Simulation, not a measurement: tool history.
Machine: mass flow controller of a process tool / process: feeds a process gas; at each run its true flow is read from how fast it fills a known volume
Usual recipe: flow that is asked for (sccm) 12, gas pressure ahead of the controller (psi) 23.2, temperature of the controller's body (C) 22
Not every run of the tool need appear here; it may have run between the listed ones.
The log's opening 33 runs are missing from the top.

| run | hour | flow that is asked for (sccm) | gas pressure ahead of the controller (psi) | temperature of the controller's body (C) | true flow (%) |
|---|---|---|---|---|---|
| 34 | 9956 | 12 | 23.2 | 39 | 97.04 |
| 35 | 10306 | 3 | 23.5 | 39 | 94.4 |
| 36 | 10515.1 | 3 | 23.5 | 39 | 94.22 |
| 37 | 10868.5 | 9 | 23.2 | 30 | 95.26 |
| 38 | 11271.1 | 9 | 23.2 | 30 | 94.9 |
| 39 | 11473.1 | 2 | 23.2 | 26 | 90.42 |
|  | 11866.9 | controller exchanged for a calibrated one |
| 40 | 11886.8 | 12 | 28.1 | 22 | 98.69 |
| 41 | 12307 | 12 | 28.1 | 22 | 98.57 |
| 42 | 12542.6 | 12 | 28 | 22 | 98.29 |

Each row is a separate what-if for the run after 42, all from the same tool condition, not one after another. Results?
| A | 12863.8 | 12 | 27.1 | 22 | ? |
| B | 12863.8 | 16 | 22.6 | 37 | ? |
| C | 12863.8 | 4 | 28 | 22 | ? |
| D | 12863.8 | 8 | 33.1 | 22 | ? |

| run | true flow (%) |
|---|---|
| A | 98.26 |
| B | 100.49 |
| C | 96.73 |
| D | 97.53 |
With the hidden condition removed and each run's random variation left untouched, the same runs would have given:
| run | true flow (%) |
|---|---|
| A | 98.86 |
| B | 101.02 |
| C | 97.87 |
| D | 98.26 |
